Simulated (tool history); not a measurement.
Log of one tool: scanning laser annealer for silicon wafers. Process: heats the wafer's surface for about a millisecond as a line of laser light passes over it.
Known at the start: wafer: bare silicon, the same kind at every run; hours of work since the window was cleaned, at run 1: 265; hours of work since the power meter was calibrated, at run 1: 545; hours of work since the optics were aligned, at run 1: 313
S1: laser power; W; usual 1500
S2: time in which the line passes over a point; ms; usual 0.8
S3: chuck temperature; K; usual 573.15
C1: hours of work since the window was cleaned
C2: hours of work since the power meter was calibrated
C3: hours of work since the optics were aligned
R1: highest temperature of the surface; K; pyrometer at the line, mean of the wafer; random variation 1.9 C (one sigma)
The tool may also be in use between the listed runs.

Run 1, hour 0: usual settings; C1 265; C2 545; C3 313. Result: R1 1402.15 K.
Run 2, hour 40.9: usual settings; C1 284; C2 563; C3 331. Result: R1 1405.15 K.
Run 3, hour 87.5: usual settings; C1 305; C2 584; C3 352. Result: R1 1405.15 K.
Run 4, hour 134.4: usual settings but S2 0.839 ms; C1 326; C2 606; C3 374. Result: R1 1416.15 K.
Run 5, hour 163.4: usual settings but S2 0.839 ms; C1 339; C2 619; C3 387. Result: R1 1420.15 K.
Run 6, hour 187.9: usual settings but S2 0.839 ms; C1 351; C2 630; C3 398. Result: R1 1416.15 K.
Run 7, hour 214.2: usual settings but S2 0.839 ms; C1 363; C2 642; C3 410. Result: R1 1416.15 K.
Run 8, hour 239.9: usual settings; C1 374; C2 654; C3 422. Result: R1 1400.15 K.
Run 9, hour 266.1: usual settings but S3 597.15 K; C1 386; C2 666; C3 434. Result: R1 1423.15 K.
Run 10, hour 314.1: usual settings but S3 597.15 K; C1 408; C2 688; C3 456. Result: R1 1422.15 K.
Run 11, hour 355.7: usual settings but S3 597.15 K; C1 427; C2 707; C3 475. Result: R1 1414.15 K.
Run 12, hour 401.5: usual settings but S2 0.952 ms; C1 448; C2 727; C3 495. Result: R1 1460.15 K.
Run 13, hour 431.7: usual settings but S3 554.15 K; C1 462; C2 741; C3 509. Result: R1 1376.15 K.
Run 14, hour 462.4: usual settings but S3 554.15 K; C1 476; C2 755; C3 523. Result: R1 1373.15 K.
Run 15, hour 511.8: usual settings but S3 599.15 K; C1 498; C2 778; C3 546. Result: R1 1419.15 K.
Run 16, hour 557.8: usual settings; C1 519; C2 799; C3 567. Result: R1 1391.15 K.
Run 17, hour 598.7: usual settings but S1 1549 W; C1 538; C2 817; C3 585. Result: R1 1423.15 K.
Run 18, hour 643.7: usual settings but S1 1549 W; C1 558; C2 838; C3 606. Result: R1 1420.15 K.
Run 19, hour 683.4: usual settings but S1 1549 W; C1 576; C2 856; C3 624. Result: R1 1419.15 K.
Run 20, hour 731.5: usual settings but S1 1549 W; C1 598; C2 878; C3 646. Result: R1 1421.15 K.
Run 21, hour 767.3: usual settings but S1 1462 W, S2 0.686 ms; C1 615; C2 894; C3 662. Result: R1 1316.15 K.
Run 22, hour 797.9: usual settings but S1 1491 W, S2 0.894 ms, S3 579.15 K; C1 628; C2 908; C3 676. Result: R1 1432.15 K.
Run 23, hour 825.7: usual settings but S1 1491 W, S2 0.894 ms, S3 579.15 K; C1 641; C2 921; C3 689. Result: R1 1428.15 K.
Run 24, hour 848.6: usual settings but S1 1301 W, S3 571.15 K; C1 652; C2 931; C3 699. Result: R1 1265.15 K.
Run 25, hour 885.7: usual settings but S1 1301 W, S3 571.15 K; C1 668; C2 948; C3 716. Result: R1 1269.15 K.
Run 26, hour 924.2: usual settings but S1 1301 W, S2 0.873 ms, S3 571.15 K; C1 686; C2 966; C3 734. Result: R1 1290.15 K.
Run 27, hour 957: usual settings but S1 1431 W, S2 0.987 ms, S3 548.15 K; C1 701; C2 981; C3 749. Result: R1 1393.15 K.
Run 28, hour 998.3: usual settings but S1 1431 W, S2 0.987 ms, S3 548.15 K; C1 720; C2 999; C3 767. Result: R1 1391.15 K.
At hour 1003.9: laser's power meter calibrated.
Run 29, hour 1022.8: usual settings but S1 1477 W, S3 559.15 K; C1 730; C2 9; C3 777. Result: R1 1358.15 K.
Run 30, hour 1048.4: usual settings but S1 1469 W, S2 0.578 ms, S3 584.15 K; C1 741; C2 20; C3 789. Result: R1 1270.15 K.
Run 31, hour 1097.3: usual settings but S1 1469 W, S2 0.578 ms, S3 584.15 K; C1 763; C2 43; C3 811. Result: R1 1267.15 K.
Run 32, hour 1129.9: usual settings but S1 1395 W, S2 0.735 ms, S3 542.15 K; C1 778; C2 57; C3 826. Result: R1 1261.15 K.
Run 33, hour 1158: usual settings but S1 1279 W, S3 561.15 K; C1 791; C2 70; C3 839. Result: R1 1236.15 K.
Run 34, hour 1185.1: usual settings but S2 0.822 ms, S3 578.15 K; C1 803; C2 83; C3 851. Result: R1 1393.15 K.
At hour 1227.3: laser's power meter calibrated, once more.
Run 35, hour 1230.1: usual settings but S1 1391 W, S3 545.15 K; C1 823; C2 1; C3 870. Result: R1 1289.15 K.
Run 36, hour 1264.8: usual settings but S1 1391 W, S3 545.15 K; C1 838; C2 17; C3 886. Result: R1 1289.15 K.
Run 37, hour 1297.9: usual settings but S1 1360 W, S3 596.15 K; C1 853; C2 32; C3 901. Result: R1 1323.15 K.
Run 38, hour 1327.8: usual settings but S1 1464 W, S2 0.803 ms, S3 534.15 K; C1 867; C2 46; C3 915. Result: R1 1321.15 K.
Run 39, hour 1365.8: usual settings but S1 1464 W, S2 0.803 ms, S3 534.15 K; C1 884; C2 63; C3 932. Result: R1 1321.15 K.
Run 40, hour 1387.3: usual settings but S1 1336 W, S2 0.844 ms, S3 535.15 K; C1 894; C2 73; C3 942. Result: R1 1263.15 K.

Hidden state at the last listed run before each entry between runs and at the first one after, where it differs:
Between runs 28 and 29: laser's power meter calibrated (hour 1003.9)
  light that passes the window, % of a clean one's: 97.61 -> 97.58; laser's true power over the reading, %: -0.3 -> -0.4; width of the line over the set one, %: 1.21 -> 1.22
  measured less the result without the state, R1: -33 -> -33 K
Between runs 34 and 35: laser's power meter calibrated, once more (hour 1227.3)
  light that passes the window, % of a clean one's: 97.34 -> 97.28; laser's true power over the reading, %: -0.44 -> -0.04; width of the line over the set one, %: 1.33 -> 1.36
  measured less the result without the state, R1: -36 -> -31 K

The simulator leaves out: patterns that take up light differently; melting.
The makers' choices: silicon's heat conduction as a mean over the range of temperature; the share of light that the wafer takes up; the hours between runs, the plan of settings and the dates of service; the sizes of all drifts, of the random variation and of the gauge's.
